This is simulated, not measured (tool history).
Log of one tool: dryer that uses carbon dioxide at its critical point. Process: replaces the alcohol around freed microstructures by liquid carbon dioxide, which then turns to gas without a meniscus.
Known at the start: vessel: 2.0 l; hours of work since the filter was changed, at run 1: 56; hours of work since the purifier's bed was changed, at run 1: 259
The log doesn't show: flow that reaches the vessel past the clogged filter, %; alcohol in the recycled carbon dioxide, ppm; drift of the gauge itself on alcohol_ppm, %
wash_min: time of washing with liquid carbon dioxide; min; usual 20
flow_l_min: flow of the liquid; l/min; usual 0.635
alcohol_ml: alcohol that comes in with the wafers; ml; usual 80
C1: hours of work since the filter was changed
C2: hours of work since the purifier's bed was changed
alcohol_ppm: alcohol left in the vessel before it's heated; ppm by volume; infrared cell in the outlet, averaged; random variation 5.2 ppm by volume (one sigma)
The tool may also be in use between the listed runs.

{"run": 1, "hour": 0.0, "wash_min": 20, "flow_l_min": 0.635, "alcohol_ml": 80, "C1": 56, "C2": 259, "alcohol_ppm": 157}
{"run": 2, "hour": 15.1, "wash_min": 20, "flow_l_min": 0.86, "alcohol_ml": 80, "C1": 64, "C2": 266, "alcohol_ppm": 73}
{"run": 3, "hour": 28.9, "wash_min": 20, "flow_l_min": 0.86, "alcohol_ml": 80, "C1": 71, "C2": 273, "alcohol_ppm": 74}
{"run": 4, "hour": 41.4, "wash_min": 20, "flow_l_min": 0.86, "alcohol_ml": 49, "C1": 77, "C2": 279, "alcohol_ppm": 74}
{"run": 5, "hour": 50.9, "wash_min": 20, "flow_l_min": 0.86, "alcohol_ml": 49, "C1": 82, "C2": 284, "alcohol_ppm": 59}
{"run": 6, "hour": 59.7, "wash_min": 20, "flow_l_min": 0.86, "alcohol_ml": 49, "C1": 86, "C2": 289, "alcohol_ppm": 61}
{"run": 7, "hour": 66.5, "wash_min": 20, "flow_l_min": 0.635, "alcohol_ml": 80, "C1": 89, "C2": 292, "alcohol_ppm": 170}
{"run": 8, "hour": 81.9, "wash_min": 20, "flow_l_min": 0.635, "alcohol_ml": 80, "C1": 97, "C2": 300, "alcohol_ppm": 167}
{"run": 9, "hour": 94.9, "wash_min": 20, "flow_l_min": 0.635, "alcohol_ml": 80, "C1": 104, "C2": 306, "alcohol_ppm": 167}
{"run": 10, "hour": 103.4, "wash_min": 14, "flow_l_min": 0.635, "alcohol_ml": 80, "C1": 108, "C2": 311, "alcohol_ppm": 690}
{"run": 11, "hour": 110.4, "wash_min": 20, "flow_l_min": 0.635, "alcohol_ml": 80, "C1": 112, "C2": 314, "alcohol_ppm": 171}
{"run": 12, "hour": 124.3, "wash_min": 20, "flow_l_min": 0.635, "alcohol_ml": 80, "C1": 119, "C2": 321, "alcohol_ppm": 177}
{"run": 13, "hour": 138.1, "wash_min": 20, "flow_l_min": 0.635, "alcohol_ml": 80, "C1": 126, "C2": 328, "alcohol_ppm": 173}
{"run": 14, "hour": 144.6, "wash_min": 20, "flow_l_min": 0.635, "alcohol_ml": 80, "C1": 129, "C2": 332, "alcohol_ppm": 174}
{"run": 15, "hour": 150.9, "wash_min": 20, "flow_l_min": 0.635, "alcohol_ml": 28, "C1": 132, "C2": 335, "alcohol_ppm": 106}
{"run": 16, "hour": 158.7, "wash_min": 20, "flow_l_min": 0.635, "alcohol_ml": 28, "C1": 136, "C2": 339, "alcohol_ppm": 111}
{"run": 17, "hour": 171.4, "wash_min": 20, "flow_l_min": 0.635, "alcohol_ml": 28, "C1": 142, "C2": 345, "alcohol_ppm": 111}
{"run": 18, "hour": 183.9, "wash_min": 20, "flow_l_min": 0.676, "alcohol_ml": 28, "C1": 149, "C2": 351, "alcohol_ppm": 95}
{"run": 19, "hour": 190.2, "wash_min": 20, "flow_l_min": 0.676, "alcohol_ml": 28, "C1": 152, "C2": 355, "alcohol_ppm": 105}
{"run": 20, "hour": 198.9, "wash_min": 20, "flow_l_min": 0.4, "alcohol_ml": 28, "C1": 156, "C2": 359, "alcohol_ppm": 455}
{"run": 21, "hour": 206.0, "wash_min": 20, "flow_l_min": 0.4, "alcohol_ml": 28, "C1": 160, "C2": 363, "alcohol_ppm": 487}
{"run": 22, "hour": 220.0, "wash_min": 20, "flow_l_min": 0.4, "alcohol_ml": 28, "C1": 167, "C2": 370, "alcohol_ppm": 485}
{"run": 23, "hour": 230.9, "wash_min": 20, "flow_l_min": 0.4, "alcohol_ml": 28, "C1": 172, "C2": 375, "alcohol_ppm": 474}
{"run": 24, "hour": 244.7, "wash_min": 20, "flow_l_min": 0.4, "alcohol_ml": 28, "C1": 179, "C2": 382, "alcohol_ppm": 465}
{"run": 25, "hour": 251.9, "wash_min": 20, "flow_l_min": 0.4, "alcohol_ml": 28, "C1": 183, "C2": 386, "alcohol_ppm": 479}
{"run": 26, "hour": 267.3, "wash_min": 20, "flow_l_min": 0.4, "alcohol_ml": 28, "C1": 191, "C2": 393, "alcohol_ppm": 494}
{"run": 27, "hour": 280.8, "wash_min": 20, "flow_l_min": 0.4, "alcohol_ml": 28, "C1": 198, "C2": 400, "alcohol_ppm": 476}
{"run": 28, "hour": 294.9, "wash_min": 20, "flow_l_min": 0.4, "alcohol_ml": 28, "C1": 205, "C2": 407, "alcohol_ppm": 499}
{"run": 29, "hour": 309.6, "wash_min": 13, "flow_l_min": 0.709, "alcohol_ml": 80, "C1": 212, "C2": 415, "alcohol_ppm": 651}
{"run": 30, "hour": 324.0, "wash_min": 20, "flow_l_min": 0.635, "alcohol_ml": 21, "C1": 219, "C2": 422, "alcohol_ppm": 119}
{"run": 31, "hour": 336.8, "wash_min": 28, "flow_l_min": 0.971, "alcohol_ml": 21, "C1": 226, "C2": 428, "alcohol_ppm": 80}
{"run": 32, "hour": 343.8, "wash_min": 20, "flow_l_min": 0.532, "alcohol_ml": 80, "C1": 229, "C2": 432, "alcohol_ppm": 410}
{"run": 33, "hour": 350.4, "wash_min": 18, "flow_l_min": 0.635, "alcohol_ml": 106, "C1": 233, "C2": 435, "alcohol_ppm": 366}
{"run": 34, "hour": 358.9, "wash_min": 18, "flow_l_min": 0.635, "alcohol_ml": 106, "C1": 237, "C2": 440, "alcohol_ppm": 364}
{"run": 35, "hour": 368.2, "wash_min": 18, "flow_l_min": 0.635, "alcohol_ml": 106, "C1": 242, "C2": 444, "alcohol_ppm": 384}
{"run": 36, "hour": 379.5, "wash_min": 20, "flow_l_min": 0.454, "alcohol_ml": 76, "C1": 247, "C2": 450, "alcohol_ppm": 763}
{"run": 37, "hour": 390.4, "wash_min": 20, "flow_l_min": 0.454, "alcohol_ml": 76, "C1": 253, "C2": 456, "alcohol_ppm": 766}
{"run": 38, "hour": 400.7, "wash_min": 26, "flow_l_min": 0.705, "alcohol_ml": 74, "C1": 258, "C2": 461, "alcohol_ppm": 95}
{"run": 39, "hour": 415.4, "wash_min": 20, "flow_l_min": 0.527, "alcohol_ml": 80, "C1": 266, "C2": 468, "alcohol_ppm": 444}
{"run": 40, "hour": 424.7, "wash_min": 26, "flow_l_min": 0.59, "alcohol_ml": 38, "C1": 270, "C2": 473, "alcohol_ppm": 124}
{"run": 41, "hour": 438.5, "wash_min": 16, "flow_l_min": 0.879, "alcohol_ml": 87, "C1": 277, "C2": 480, "alcohol_ppm": 155}
{"run": 42, "hour": 444.8, "wash_min": 16, "flow_l_min": 0.879, "alcohol_ml": 87, "C1": 280, "C2": 483, "alcohol_ppm": 149}
{"run": 43, "hour": 457.2, "wash_min": 16, "flow_l_min": 0.879, "alcohol_ml": 87, "C1": 287, "C2": 489, "alcohol_ppm": 156}
{"run": 44, "hour": 470.3, "wash_min": 19, "flow_l_min": 1.065, "alcohol_ml": 23, "C1": 293, "C2": 496, "alcohol_ppm": 98}
{"run": 45, "hour": 477.4, "wash_min": 17, "flow_l_min": 1.065, "alcohol_ml": 23, "C1": 297, "C2": 499, "alcohol_ppm": 104}
{"run": 46, "hour": 483.7, "wash_min": 26, "flow_l_min": 1.042, "alcohol_ml": 69, "C1": 300, "C2": 503, "alcohol_ppm": 98}
{"run": 47, "hour": 492.6, "wash_min": 20, "flow_l_min": 0.854, "alcohol_ml": 77, "C1": 305, "C2": 507, "alcohol_ppm": 119}
{"run": 48, "hour": 505.9, "wash_min": 20, "flow_l_min": 0.854, "alcohol_ml": 77, "C1": 311, "C2": 514, "alcohol_ppm": 126}

3 ways to go on from here, each from the tool as it stands after run 48. What would each give?
{"run": "A", "hour": 520.7, "wash_min": 12, "flow_l_min": 0.425, "alcohol_ml": 77, "C1": 319, "C2": 521, "alcohol_ppm": "?"}
{"run": "B", "hour": 520.7, "wash_min": 20, "flow_l_min": 0.767, "alcohol_ml": 80, "C1": 319, "C2": 521, "alcohol_ppm": "?"}
{"run": "C", "hour": 520.7, "wash_min": 20, "flow_l_min": 0.871, "alcohol_ml": 77, "C1": 319, "C2": 521, "alcohol_ppm": "?"}

run=A alcohol_ppm=4275
run=B alcohol_ppm=142
run=C alcohol_ppm=121
Without the tool's hidden state the same runs would have given:
run=A alcohol_ppm=3672
run=B alcohol_ppm=29
run=C alcohol_ppm=14
